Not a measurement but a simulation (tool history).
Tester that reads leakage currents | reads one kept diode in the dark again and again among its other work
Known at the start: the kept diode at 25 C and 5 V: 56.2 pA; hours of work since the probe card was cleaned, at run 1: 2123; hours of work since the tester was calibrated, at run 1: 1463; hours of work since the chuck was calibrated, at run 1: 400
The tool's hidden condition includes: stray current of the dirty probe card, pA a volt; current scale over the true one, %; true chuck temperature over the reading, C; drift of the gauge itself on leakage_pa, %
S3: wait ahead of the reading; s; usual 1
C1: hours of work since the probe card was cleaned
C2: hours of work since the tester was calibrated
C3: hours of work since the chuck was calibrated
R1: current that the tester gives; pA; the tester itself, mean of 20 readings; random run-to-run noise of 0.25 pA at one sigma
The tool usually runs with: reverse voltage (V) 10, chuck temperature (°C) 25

Run 1, hour 0: usual settings; C1 2123; C2 1463; C3 400. Result: R1 80.21 pA.
Run 2, hour 113.3: usual settings; C1 2188; C2 1527; C3 465. Result: R1 80.2 pA.
Run 3, hour 182: usual settings; C1 2227; C2 1566; C3 504. Result: R1 79.87 pA.
Run 4, hour 273.4: usual settings; C1 2279; C2 1618; C3 556. Result: R1 80.14 pA.
Run 5, hour 404.2: usual settings but reverse voltage (V) 1.8; C1 2354; C2 1693; C3 631. Result: R1 35.16 pA.
Run 6, hour 504: usual settings but reverse voltage (V) 1.8; C1 2411; C2 1750; C3 688. Result: R1 35.47 pA.
At hour 564.9: chuck's temperature calibrated.
Run 7, hour 613: usual settings; C1 2472; C2 1811; C3 27. Result: R1 79.97 pA.
Run 8, hour 703.9: usual settings; C1 2523; C2 1863; C3 79. Result: R1 80.58 pA.
Run 9, hour 782.8: usual settings; C1 2568; C2 1908; C3 124. Result: R1 80.01 pA.
Run 10, hour 882.5: usual settings; C1 2625; C2 1965; C3 181. Result: R1 80.57 pA.
Run 11, hour 952.5: usual settings; C1 2665; C2 2005; C3 221. Result: R1 80.06 pA.
Run 12, hour 1070: usual settings but chuck temperature (°C) 46; C1 2732; C2 2072; C3 288. Result: R1 495.76 pA.
Run 13, hour 1132.8: usual settings but chuck temperature (°C) 46; C1 2768; C2 2107; C3 324. Result: R1 495.86 pA.
Run 14, hour 1234.1: usual settings but chuck temperature (°C) 42; C1 2826; C2 2165; C3 382. Result: R1 355.5 pA.
Run 15, hour 1314.3: usual settings but chuck temperature (°C) 42; C1 2872; C2 2211; C3 427. Result: R1 355.63 pA.
At hour 1330.3: tester calibrated.
Run 16, hour 1399.1: usual settings but chuck temperature (°C) 42; C1 2919; C2 39; C3 475. Result: R1 356.3 pA.
Run 17, hour 1453.8: usual settings but chuck temperature (°C) 54; C1 2950; C2 70; C3 506. Result: R1 939.98 pA.
Run 18, hour 1579.3: usual settings but reverse voltage (V) 2.5, chuck temperature (°C) 36, S3 4.57 s; C1 3022; C2 142; C3 577. Result: R1 110.79 pA.

Run 19 has not been measured yet. What should we expect?
Run 19, hour 1651.4: usual settings but reverse voltage (V) 1, S3 6 s; C1 3063; C2 183; C3 618. Result: R1 ?.

R1: 26.74 pA
Were there no unlogged condition in the tool, this run, its random variation unchanged, would have produced R1 26.71 pA.
